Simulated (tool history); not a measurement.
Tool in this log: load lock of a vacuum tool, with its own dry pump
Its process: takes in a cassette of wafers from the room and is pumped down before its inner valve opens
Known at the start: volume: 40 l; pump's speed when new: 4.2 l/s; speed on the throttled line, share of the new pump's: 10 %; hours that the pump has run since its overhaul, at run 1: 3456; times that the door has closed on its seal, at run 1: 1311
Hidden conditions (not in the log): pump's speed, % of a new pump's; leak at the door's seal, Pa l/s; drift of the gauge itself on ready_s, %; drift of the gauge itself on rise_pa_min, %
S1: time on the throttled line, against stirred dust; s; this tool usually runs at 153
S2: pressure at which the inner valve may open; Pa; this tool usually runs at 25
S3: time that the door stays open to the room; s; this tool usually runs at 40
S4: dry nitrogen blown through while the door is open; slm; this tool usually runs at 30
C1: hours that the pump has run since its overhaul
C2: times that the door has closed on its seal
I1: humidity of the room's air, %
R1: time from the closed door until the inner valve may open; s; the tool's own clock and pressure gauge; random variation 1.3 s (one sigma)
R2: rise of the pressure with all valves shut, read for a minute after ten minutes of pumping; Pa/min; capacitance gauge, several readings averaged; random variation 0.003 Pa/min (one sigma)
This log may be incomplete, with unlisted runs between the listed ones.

run,hour,S1,S2,S3,S4,C1,C2,I1,R1,R2
1,0.0,153,25,40,30,3456,1311,49.7,223.0,0.033
2,66.9,153,25,40,30,3523,1467,44.0,224.2,0.031
3,113.2,153,23,40,30,3569,1575,43.7,225.3,0.032
4,201.3,153,23,40,30,3657,1780,47.9,224.5,0.037
5,265.0,153,25,40,30,3721,1928,49.0,224.1,0.027
6,317.0,111,25,40,30,3773,2049,44.0,186.1,0.037
7,390.0,111,25,40,30,3846,2219,42.8,188.7,0.029
8,454.8,153,24,40,30,3911,2370,46.0,227.4,0.039
9,499.2,153,25,40,30,3955,2473,43.3,224.5,0.029
10,560.4,153,25,40,30,4017,2615,42.2,224.2,0.032
11,616.2,153,25,40,30,4072,2745,41.2,224.8,0.036
12,660.8,153,25,40,6,4117,2849,46.8,225.0,0.054
13,736.6,79,25,108,13,4193,3025,43.6,160.0,0.068
14,785.1,79,25,108,10,4241,3138,45.1,158.0,0.071
15,885.8,203,25,40,11,4342,3373,47.1,268.7,0.048
16,938.4,127,50,185,33,4395,3495,48.5,193.1,0.064
17,1007.9,192,39,90,10,4464,3657,46.5,256.1,0.073
18,1104.5,90,23,40,15,4561,3881,44.3,170.5,0.043
19,1202.1,90,23,40,15,4658,4109,45.6,170.9,0.050
20,1265.4,90,23,230,15,4721,4256,47.7,170.0,0.100
21,1353.4,153,25,55,10,4810,4461,45.3,227.3,0.053
22,1447.9,153,25,55,10,4904,4681,41.7,227.5,0.054
23,1524.9,170,25,57,10,4981,4860,45.6,243.5,0.059

For each run, the measured value with the value that run would have given without the tool's hidden condition subtracted. The run-to-run variation is shared by both, the gauge scatter possibly not:
run,R1,R2
1,+6.5,+0.004
2,+6.6,+0.005
3,+6.8,+0.005
4,+6.8,+0.005
5,+6.9,+0.006
6,+7.6,+0.006
7,+7.8,+0.006
8,+7.4,+0.007
9,+7.3,+0.008
10,+7.4,+0.007
11,+7.5,+0.008
12,+7.6,+0.008
13,+8.6,+0.009
14,+8.6,+0.009
15,+7.5,+0.010
16,+7.4,+0.010
17,+7.3,+0.010
18,+9.2,+0.011
19,+9.4,+0.012
20,+9.5,+0.012
21,+8.8,+0.013
22,+9.0,+0.014
23,+8.9,+0.014
